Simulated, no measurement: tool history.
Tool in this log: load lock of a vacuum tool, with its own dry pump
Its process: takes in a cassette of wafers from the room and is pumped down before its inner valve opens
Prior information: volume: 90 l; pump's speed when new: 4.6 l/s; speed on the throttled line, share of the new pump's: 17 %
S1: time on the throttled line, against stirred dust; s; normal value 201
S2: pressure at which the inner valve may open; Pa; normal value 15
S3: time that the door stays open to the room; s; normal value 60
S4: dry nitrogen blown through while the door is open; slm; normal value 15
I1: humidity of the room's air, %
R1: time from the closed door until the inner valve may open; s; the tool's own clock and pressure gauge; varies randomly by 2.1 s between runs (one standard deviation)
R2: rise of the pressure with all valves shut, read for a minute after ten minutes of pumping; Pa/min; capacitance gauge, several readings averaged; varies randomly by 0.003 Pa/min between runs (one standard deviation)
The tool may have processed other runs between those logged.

run,hour,S1,S2,S3,S4,I1,R1,R2
1,0.0,201,15,60,15,45.6,335.5,0.023
2,500.0,201,15,60,15,47.9,339.6,0.019
3,1011.8,201,15,60,15,44.2,338.9,0.019
4,1227.3,201,19,60,15,46.0,336.6,0.024
5,1572.4,201,19,60,15,46.7,332.5,0.023
6,1805.6,201,18,60,15,44.1,332.2,0.024
7,2151.6,201,18,60,15,44.7,335.3,0.022
8,2576.6,201,18,60,15,44.5,335.4,0.017
9,2788.8,201,18,60,15,44.0,334.5,0.018
10,3117.8,201,12,60,15,44.3,340.2,0.019
11,3520.6,201,15,60,15,47.1,341.4,0.018
12,3895.9,201,15,60,15,47.6,337.1,0.020
13,4256.8,201,15,60,15,43.4,336.9,0.020
# hour 4647.9: door's seal changed, seat wiped
14,4755.3,201,15,60,15,47.7,337.3,0.025
15,5229.7,201,15,60,4,50.2,344.5,0.043
16,5520.0,201,15,60,4,44.6,338.8,0.043
# hour 5665.6: dry pump taken out, an overhauled one fitted
17,5772.8,160,14,43,4,44.0,301.6,0.028
18,6252.5,160,14,43,4,46.3,303.3,0.026
19,6579.7,160,14,43,4,44.2,307.0,0.029
20,6980.4,121,14,43,8,43.9,274.9,0.025
21,7474.3,248,15,60,15,46.7,379.2,0.023
22,7726.1,248,15,60,15,44.8,379.6,0.015
23,8087.6,133,15,51,24,45.2,282.6,0.020
24,8530.0,291,15,60,5,46.7,411.7,0.031
25,8853.7,291,15,60,5,47.0,411.4,0.037
26,9315.4,291,15,60,10,47.0,414.3,0.024

Predict each of these 4 candidate next runs independently; none follows another, all start after run 26:
A,9779.2,119,19,60,41,42.4,?,?
B,9779.2,291,21,90,5,46.9,?,?
C,9779.2,121,16,119,10,44.2,?,?
D,9779.2,291,23,60,37,44.2,?,?

run,R1,R2
A,267.1,0.008
B,404.7,0.044
C,270.0,0.028
D,412.4,0.006
What these runs would have given with no unlogged condition in the tool:
run,R1,R2
A,267.0,0.008
B,404.7,0.044
C,269.9,0.028
D,412.4,0.006
